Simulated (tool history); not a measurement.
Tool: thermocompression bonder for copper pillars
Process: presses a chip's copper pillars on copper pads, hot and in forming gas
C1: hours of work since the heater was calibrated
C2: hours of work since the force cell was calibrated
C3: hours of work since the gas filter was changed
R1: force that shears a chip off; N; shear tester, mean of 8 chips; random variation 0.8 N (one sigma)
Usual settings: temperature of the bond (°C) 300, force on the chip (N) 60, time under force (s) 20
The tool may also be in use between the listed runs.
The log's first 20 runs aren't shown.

Run 21, hour 236.7: usual settings but force on the chip (N) 74; C1 582; C2 516; C3 312. Result: R1 74.7 N.
Run 22, hour 244.9: usual settings but force on the chip (N) 74; C1 588; C2 522; C3 318. Result: R1 73.2 N.
Run 23, hour 261.0: usual settings but temperature of the bond (°C) 314, force on the chip (N) 72, time under force (s) 40; C1 599; C2 533; C3 329. Result: R1 98.3 N.
At hour 269.7: forming gas filter changed.
Run 24, hour 277.9: usual settings but temperature of the bond (°C) 314, force on the chip (N) 72, time under force (s) 40; C1 611; C2 545; C3 6. Result: R1 111.9 N.
Run 25, hour 290.8: usual settings but force on the chip (N) 50, time under force (s) 51; C1 620; C2 554; C3 15. Result: R1 80.8 N.
Run 26, hour 304.6: usual settings but temperature of the bond (°C) 306, force on the chip (N) 41, time under force (s) 17; C1 629; C2 563; C3 24. Result: R1 47.0 N.
Run 27, hour 322.3: usual settings but temperature of the bond (°C) 306, force on the chip (N) 41, time under force (s) 17; C1 642; C2 576; C3 37. Result: R1 47.5 N.
Run 28, hour 329.9: usual settings but temperature of the bond (°C) 306, force on the chip (N) 41, time under force (s) 17; C1 647; C2 581; C3 42. Result: R1 46.8 N.
Run 29, hour 346.5: usual settings but temperature of the bond (°C) 324, force on the chip (N) 43, time under force (s) 17; C1 658; C2 593; C3 54. Result: R1 61.6 N.
Run 30, hour 362.5: usual settings but temperature of the bond (°C) 280, force on the chip (N) 39, time under force (s) 32; C1 670; C2 604; C3 65. Result: R1 40.0 N.
Run 31, hour 371.6: usual settings but temperature of the bond (°C) 299; C1 676; C2 610; C3 71. Result: R1 66.2 N.
Run 32, hour 383.6: usual settings but temperature of the bond (°C) 299; C1 684; C2 618; C3 79. Result: R1 67.2 N.

The next listed run, before its measurement:
Run 33, hour 400.8: usual settings but temperature of the bond (°C) 299, force on the chip (N) 86, time under force (s) 13; C1 696; C2 630; C3 91. Result: R1 ?.

Run 33 gave R1 79.2 N.
Without the tool's hidden state the same run would have given R1 73.0 N.

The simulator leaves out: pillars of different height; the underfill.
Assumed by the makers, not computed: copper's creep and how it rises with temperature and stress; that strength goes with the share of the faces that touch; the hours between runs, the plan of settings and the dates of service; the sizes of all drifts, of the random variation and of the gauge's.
